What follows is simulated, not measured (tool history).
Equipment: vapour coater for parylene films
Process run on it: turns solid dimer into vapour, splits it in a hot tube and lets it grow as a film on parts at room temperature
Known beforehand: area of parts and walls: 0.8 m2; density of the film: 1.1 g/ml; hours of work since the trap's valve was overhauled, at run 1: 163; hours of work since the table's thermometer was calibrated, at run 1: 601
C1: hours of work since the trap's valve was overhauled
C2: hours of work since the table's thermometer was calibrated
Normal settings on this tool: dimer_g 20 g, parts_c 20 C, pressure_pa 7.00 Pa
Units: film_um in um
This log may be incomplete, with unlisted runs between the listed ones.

run 1 hour=0.0 | dimer_g=20 parts_c=20 pressure_pa=7.00 | C1=163 C2=601 | film_um=10.55
run 2 hour=43.0 | dimer_g=20 parts_c=20 pressure_pa=7.00 | C1=187 C2=625 | film_um=10.49
run 3 hour=105.7 | dimer_g=20 parts_c=20 pressure_pa=7.00 | C1=222 C2=661 | film_um=10.23
run 4 hour=161.5 | dimer_g=8 parts_c=20 pressure_pa=7.00 | C1=253 C2=692 | film_um=4.05
run 5 hour=227.0 | dimer_g=20 parts_c=20 pressure_pa=7.00 | C1=290 C2=729 | film_um=9.92
run 6 hour=271.3 | dimer_g=20 parts_c=20 pressure_pa=7.00 | C1=315 C2=753 | film_um=9.93
run 7 hour=335.9 | dimer_g=20 parts_c=13 pressure_pa=7.00 | C1=351 C2=790 | film_um=12.17
-- hour=373.1 trap's valve overhauled
run 8 hour=387.9 | dimer_g=20 parts_c=13 pressure_pa=7.00 | C1=8 C2=817 | film_um=11.38
run 9 hour=448.6 | dimer_g=20 parts_c=13 pressure_pa=7.00 | C1=42 C2=851 | film_um=10.89
run 10 hour=514.4 | dimer_g=20 parts_c=20 pressure_pa=7.00 | C1=79 C2=888 | film_um=8.80
run 11 hour=578.4 | dimer_g=20 parts_c=20 pressure_pa=7.00 | C1=115 C2=923 | film_um=8.73
run 12 hour=622.2 | dimer_g=20 parts_c=20 pressure_pa=7.00 | C1=140 C2=948 | film_um=8.51
-- hour=637.1 trap's valve overhauled, once more
run 13 hour=660.6 | dimer_g=20 parts_c=20 pressure_pa=7.00 | C1=13 C2=967 | film_um=11.16
run 14 hour=706.2 | dimer_g=20 parts_c=20 pressure_pa=7.00 | C1=39 C2=993 | film_um=11.00
run 15 hour=741.2 | dimer_g=20 parts_c=20 pressure_pa=7.00 | C1=58 C2=1013 | film_um=11.08
run 16 hour=781.5 | dimer_g=20 parts_c=20 pressure_pa=7.00 | C1=81 C2=1035 | film_um=10.85
run 17 hour=845.6 | dimer_g=17 parts_c=13 pressure_pa=9.85 | C1=117 C2=1071 | film_um=10.96
run 18 hour=886.3 | dimer_g=17 parts_c=13 pressure_pa=9.85 | C1=140 C2=1094 | film_um=10.83
run 19 hour=949.8 | dimer_g=11 parts_c=23 pressure_pa=8.84 | C1=175 C2=1130 | film_um=5.15
run 20 hour=1013.5 | dimer_g=27 parts_c=19 pressure_pa=2.94 | C1=211 C2=1165 | film_um=15.72
run 21 hour=1047.2 | dimer_g=15 parts_c=17 pressure_pa=2.31 | C1=230 C2=1184 | film_um=9.39
run 22 hour=1105.6 | dimer_g=10 parts_c=25 pressure_pa=2.19 | C1=263 C2=1217 | film_um=4.84
run 23 hour=1168.4 | dimer_g=13 parts_c=20 pressure_pa=2.86 | C1=298 C2=1252 | film_um=6.99
run 24 hour=1204.1 | dimer_g=20 parts_c=20 pressure_pa=3.34 | C1=318 C2=1272 | film_um=10.79
run 25 hour=1234.9 | dimer_g=20 parts_c=20 pressure_pa=3.34 | C1=335 C2=1290 | film_um=10.38
run 26 hour=1277.4 | dimer_g=15 parts_c=29 pressure_pa=2.92 | C1=359 C2=1313 | film_um=6.05
-- hour=1299.4 trap's valve overhauled
run 27 hour=1331.7 | dimer_g=15 parts_c=29 pressure_pa=2.92 | C1=18 C2=1342 | film_um=6.99
run 28 hour=1365.5 | dimer_g=15 parts_c=29 pressure_pa=2.92 | C1=37 C2=1361 | film_um=6.84
run 29 hour=1414.6 | dimer_g=17 parts_c=32 pressure_pa=3.69 | C1=65 C2=1388 | film_um=6.99

A few steps of film_um between consecutive runs. Split each: what settings, incoming material and random variation would produce without the hidden state, and what is left over for the hidden state, along with gauge scatter present in only one of the two compared results (measured, and without hidden state):
Unlogged tool condition in this case: vapour lost through the trap's worn valve, %; true temperature of the parts over the reading, C; drift of the gauge itself on film_um, %.
Run 12 -> 13: trap's valve overhauled, once more. film_um +2.65 um: hidden state +2.64, all else +0.01.
Run 19 -> 20: dimer_g 11 -> 27, parts_c 23 -> 19, pressure_pa 8.84 -> 2.94. film_um +10.57 um: hidden state -0.97, all else +11.54.
Run 20 -> 21: dimer_g 27 -> 15, parts_c 19 -> 17, pressure_pa 2.94 -> 2.31. film_um -6.33 um: hidden state +0.44, all else -6.77.

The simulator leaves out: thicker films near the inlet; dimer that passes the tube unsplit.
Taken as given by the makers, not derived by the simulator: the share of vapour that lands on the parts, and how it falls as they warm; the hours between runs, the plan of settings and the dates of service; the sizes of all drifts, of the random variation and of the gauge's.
